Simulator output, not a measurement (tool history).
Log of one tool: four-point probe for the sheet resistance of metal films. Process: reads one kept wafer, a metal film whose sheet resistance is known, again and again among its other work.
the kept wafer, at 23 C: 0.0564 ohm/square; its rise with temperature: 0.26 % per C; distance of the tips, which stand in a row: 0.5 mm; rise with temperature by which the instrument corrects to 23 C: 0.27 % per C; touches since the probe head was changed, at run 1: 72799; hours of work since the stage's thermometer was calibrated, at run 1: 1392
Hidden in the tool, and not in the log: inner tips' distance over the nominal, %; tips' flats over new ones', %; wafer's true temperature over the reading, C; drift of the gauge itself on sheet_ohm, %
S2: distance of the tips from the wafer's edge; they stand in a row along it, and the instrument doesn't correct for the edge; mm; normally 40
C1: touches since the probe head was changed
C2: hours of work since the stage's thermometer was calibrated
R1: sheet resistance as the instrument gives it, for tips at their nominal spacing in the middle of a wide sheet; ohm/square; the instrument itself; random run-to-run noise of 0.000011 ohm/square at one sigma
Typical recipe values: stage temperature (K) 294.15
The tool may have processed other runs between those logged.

{"run": 1, "day": 0.0, "stage temperature (K)": 294.15, "S2": 40, "C1": 72799, "C2": 1392, "R1": 0.056549}
{"run": 2, "day": 1.796, "stage temperature (K)": 294.15, "S2": 40, "C1": 73702, "C2": 1420, "R1": 0.056546}
{"run": 3, "day": 3.567, "stage temperature (K)": 294.15, "S2": 40, "C1": 74594, "C2": 1448, "R1": 0.056575}
{"run": 4, "day": 5.646, "stage temperature (K)": 294.15, "S2": 40, "C1": 75640, "C2": 1480, "R1": 0.056543}
{"run": 5, "day": 8.821, "stage temperature (K)": 294.15, "S2": 52, "C1": 77237, "C2": 1529, "R1": 0.056551}
{"run": 6, "day": 10.804, "stage temperature (K)": 294.15, "S2": 52, "C1": 78236, "C2": 1560, "R1": 0.056541}
{"run": 7, "day": 14.733, "stage temperature (K)": 294.15, "S2": 52, "C1": 80213, "C2": 1621, "R1": 0.056539}
{"run": 8, "day": 17.058, "stage temperature (K)": 294.15, "S2": 52, "C1": 81383, "C2": 1657, "R1": 0.056538}
{"run": 9, "day": 19.242, "stage temperature (K)": 294.15, "S2": 52, "C1": 82481, "C2": 1691, "R1": 0.056544}
{"run": 10, "day": 22.662, "stage temperature (K)": 294.15, "S2": 52, "C1": 84202, "C2": 1745, "R1": 0.056516}
{"run": 11, "day": 24.483, "stage temperature (K)": 294.15, "S2": 52, "C1": 85119, "C2": 1773, "R1": 0.056536}
{"run": 12, "day": 26.738, "stage temperature (K)": 294.15, "S2": 52, "C1": 86254, "C2": 1808, "R1": 0.0565}
{"run": 13, "day": 28.4, "stage temperature (K)": 294.15, "S2": 18, "C1": 87089, "C2": 1834, "R1": 0.056538}
{"run": 14, "day": 32.371, "stage temperature (K)": 294.15, "S2": 18, "C1": 89088, "C2": 1896, "R1": 0.056545}
{"run": 15, "day": 34.658, "stage temperature (K)": 294.15, "S2": 18, "C1": 90239, "C2": 1931, "R1": 0.056522}
{"run": 16, "day": 38.717, "stage temperature (K)": 294.15, "S2": 18, "C1": 92282, "C2": 1994, "R1": 0.056509}
{"run": 17, "day": 42.746, "stage temperature (K)": 294.15, "S2": 18, "C1": 94308, "C2": 2057, "R1": 0.056507}
{"run": 18, "day": 45.812, "stage temperature (K)": 294.15, "S2": 18, "C1": 95852, "C2": 2105, "R1": 0.056503}
{"run": 19, "day": 49.212, "stage temperature (K)": 294.15, "S2": 39, "C1": 97563, "C2": 2157, "R1": 0.056502}
{"run": 20, "day": 51.408, "stage temperature (K)": 294.15, "S2": 39, "C1": 98668, "C2": 2192, "R1": 0.056489}
{"day": 51.629, "done": "stage's thermometer calibrated"}
{"run": 21, "day": 53.283, "stage temperature (K)": 294.15, "S2": 6, "C1": 99601, "C2": 26, "R1": 0.056684}
{"run": 22, "day": 56.579, "stage temperature (K)": 294.15, "S2": 40, "C1": 101260, "C2": 77, "R1": 0.056473}
{"run": 23, "day": 58.342, "stage temperature (K)": 294.15, "S2": 40, "C1": 102145, "C2": 104, "R1": 0.056468}
{"day": 60.408, "done": "stage's thermometer calibrated, once more"}
{"run": 24, "day": 62.333, "stage temperature (K)": 294.15, "S2": 40, "C1": 104143, "C2": 30, "R1": 0.056509}
{"run": 25, "day": 65.488, "stage temperature (K)": 294.15, "S2": 40, "C1": 105730, "C2": 79, "R1": 0.056502}
{"run": 26, "day": 68.188, "stage temperature (K)": 294.15, "S2": 40, "C1": 107089, "C2": 121, "R1": 0.056495}
{"run": 27, "day": 70.017, "stage temperature (K)": 296.15, "S2": 8, "C1": 108009, "C2": 149, "R1": 0.056617}
{"run": 28, "day": 71.996, "stage temperature (K)": 297.15, "S2": 7, "C1": 109006, "C2": 180, "R1": 0.056625}
{"run": 29, "day": 73.762, "stage temperature (K)": 293.15, "S2": 7, "C1": 109895, "C2": 208, "R1": 0.056663}
{"run": 30, "day": 77.621, "stage temperature (K)": 293.15, "S2": 7, "C1": 111836, "C2": 268, "R1": 0.056637}
{"run": 31, "day": 79.4, "stage temperature (K)": 293.15, "S2": 7, "C1": 112732, "C2": 295, "R1": 0.056622}
{"run": 32, "day": 82.504, "stage temperature (K)": 292.15, "S2": 45, "C1": 114293, "C2": 344, "R1": 0.056503}
{"run": 33, "day": 86.079, "stage temperature (K)": 306.15, "S2": 48, "C1": 116092, "C2": 399, "R1": 0.056367}
{"run": 34, "day": 90.029, "stage temperature (K)": 306.15, "S2": 48, "C1": 118081, "C2": 461, "R1": 0.056342}
{"run": 35, "day": 92.867, "stage temperature (K)": 292.15, "S2": 8, "C1": 119508, "C2": 505, "R1": 0.056615}
{"run": 36, "day": 96.471, "stage temperature (K)": 294.15, "S2": 15, "C1": 121320, "C2": 561, "R1": 0.056489}
{"run": 37, "day": 100.529, "stage temperature (K)": 294.15, "S2": 15, "C1": 123363, "C2": 624, "R1": 0.056461}
{"run": 38, "day": 103.946, "stage temperature (K)": 302.15, "S2": 29, "C1": 125082, "C2": 677, "R1": 0.056394}
{"run": 39, "day": 107.067, "stage temperature (K)": 302.15, "S2": 29, "C1": 126654, "C2": 726, "R1": 0.056391}
{"run": 40, "day": 109.904, "stage temperature (K)": 292.15, "S2": 4, "C1": 128081, "C2": 770, "R1": 0.05691}
{"run": 41, "day": 113.429, "stage temperature (K)": 307.15, "S2": 11, "C1": 129855, "C2": 824, "R1": 0.056389}
{"run": 42, "day": 116.892, "stage temperature (K)": 307.15, "S2": 11, "C1": 131596, "C2": 878, "R1": 0.056383}
{"run": 43, "day": 119.138, "stage temperature (K)": 307.15, "S2": 11, "C1": 132726, "C2": 913, "R1": 0.056365}
{"run": 44, "day": 121.725, "stage temperature (K)": 295.15, "S2": 29, "C1": 134029, "C2": 953, "R1": 0.056402}

Each row is a separate what-if for the run after 44, all from the same tool condition, not one after another. Results?
{"run": "A", "day": 123.904, "stage temperature (K)": 293.15, "S2": 29, "C1": 135126, "C2": 987, "R1": "?"}
{"run": "B", "day": 123.904, "stage temperature (K)": 292.15, "S2": 4, "C1": 135126, "C2": 987, "R1": "?"}
{"run": "C", "day": 123.904, "stage temperature (K)": 292.15, "S2": 16, "C1": 135126, "C2": 987, "R1": "?"}
{"run": "D", "day": 123.904, "stage temperature (K)": 296.15, "S2": 50, "C1": 135126, "C2": 987, "R1": "?"}

run=A R1=0.056428
run=B R1=0.056888
run=C R1=0.056441
run=D R1=0.056378
The same runs, with their run-to-run variation unchanged, on a tool lacking any hidden condition would have given:
run=A R1=0.056439
run=B R1=0.056899
run=C R1=0.056452
run=D R1=0.056389
